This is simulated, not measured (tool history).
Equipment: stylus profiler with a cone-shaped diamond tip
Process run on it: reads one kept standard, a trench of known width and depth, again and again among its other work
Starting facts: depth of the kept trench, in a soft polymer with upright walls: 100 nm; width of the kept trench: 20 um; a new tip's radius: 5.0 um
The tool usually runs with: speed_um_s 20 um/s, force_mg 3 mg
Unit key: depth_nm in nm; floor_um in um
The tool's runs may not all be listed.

run    hour  speed_um_s  force_mg  depth_nm  floor_um
  1       0          20         3    101.74     17.45
  2    92.4           6         3    101.74     17.45
  3   191.1           6         3    101.77     17.46
      198.4  -- height scale calibrated on a step standard
  4   286.7           6         3    101.48     17.45
  5   352.5           6         3    101.43     17.45
  6   407.6           6         3    101.53      17.5
  7   480.8           6         3    101.55     17.44
  8   527.5          77         3    101.52     17.29
  9   584.5          13         3    101.48     17.36
 10     681          20         3    101.51     17.37
 11   762.5          20         3    101.55      17.4
 12   817.3          20         3    101.52     17.38
 13   910.8           6      1.14    100.85      17.4
 14   979.9           6      1.14    100.83     17.34
 15  1063.1          13      6.87    102.64     17.39
 16  1136.2          13      6.87     102.6     17.35
 17  1199.7           7      1.65    101.13     17.39
 18  1295.1          20      4.79    102.17     17.32
 19  1373.5          45      1.05    100.84     17.11
 20  1433.1          10      4.75    102.08     17.36
 21  1484.9          12      6.31    102.61     17.34
 22    1528           7      5.65    102.43     17.32

The logged runs with the hidden state left out (each run's random variation unchanged):
Hidden state present: radius of the tip, um; height scale over the true one, %; drift of the gauge itself on depth_nm, %; drift of the gauge itself on floor_um, %.
run  depth_nm  floor_um
  1    101.42     17.95
  2    101.42     17.97
  3    101.42     17.99
  4    101.48     17.99
  5    101.41     17.99
  6     101.5     18.05
  7    101.52     17.99
  8    101.48     17.85
  9    101.43     17.93
 10    101.45     17.95
 11    101.47     17.99
 12    101.44     17.98
 13    100.75        18
 14    100.73     17.95
 15    102.52     18.01
 16    102.47     17.98
 17       101     18.02
 18    102.03     17.96
 19    100.69     17.76
 20    101.92     18.02
 21    102.43        18
 22    102.25     17.98

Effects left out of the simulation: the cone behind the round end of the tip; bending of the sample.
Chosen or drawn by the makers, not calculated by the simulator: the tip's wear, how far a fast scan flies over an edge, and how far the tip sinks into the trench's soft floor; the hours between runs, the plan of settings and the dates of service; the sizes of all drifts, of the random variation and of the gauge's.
